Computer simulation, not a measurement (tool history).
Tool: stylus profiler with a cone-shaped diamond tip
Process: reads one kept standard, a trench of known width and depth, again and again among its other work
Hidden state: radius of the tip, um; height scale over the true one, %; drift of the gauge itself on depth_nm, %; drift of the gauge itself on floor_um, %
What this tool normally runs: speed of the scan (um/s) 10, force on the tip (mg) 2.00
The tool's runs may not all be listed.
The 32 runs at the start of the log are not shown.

run,hour,speed of the scan (um/s),force on the tip (mg),scans with this tip,hours of work since the height scale was calibrated,depth of the trench (nm),width of the trench's floor (nm)
33,340.2,32,0.80,2349,255,100.89,98310
34,352.9,28,0.80,2406,261,100.92,98340
35,366.3,28,0.80,2466,268,100.90,98370
36,375.3,28,0.80,2507,272,100.89,98390
37,381.8,16,1.66,2536,275,101.41,98450
38,390.4,30,1.66,2575,279,101.40,98380
39,396.8,4,3.43,2603,283,102.25,98550
40,407.3,4,3.43,2650,288,102.28,98550
41,417.5,10,3.43,2696,293,102.24,98420
42,432.0,9,2.76,2761,300,101.95,98520
43,443.6,9,0.75,2813,305,100.88,98450
44,453.2,11,0.85,2856,310,100.97,98460
45,462.8,26,3.38,2899,315,102.24,98440
46,470.9,3,2.15,2936,319,101.68,98470

Each row is a separate what-if for the run after 46, all from the same tool condition, not one after another. Results?
A,477.5,10,2.46,2965,322,?,?
B,477.5,33,3.99,2965,322,?,?
C,477.5,10,4.48,2965,322,?,?
D,477.5,3,0.84,2965,322,?,?
E,477.5,22,1.05,2965,322,?,?

run,depth of the trench (nm),width of the trench's floor (nm)
A,101.79,98490
B,102.48,98400
C,102.68,98490
D,100.92,98480
E,101.07,98390
Without the tool's unlogged condition, the same runs would have read:
run,depth of the trench (nm),width of the trench's floor (nm)
A,101.71,98580
B,102.41,98500
C,102.60,98580
D,100.85,98570
E,100.99,98490

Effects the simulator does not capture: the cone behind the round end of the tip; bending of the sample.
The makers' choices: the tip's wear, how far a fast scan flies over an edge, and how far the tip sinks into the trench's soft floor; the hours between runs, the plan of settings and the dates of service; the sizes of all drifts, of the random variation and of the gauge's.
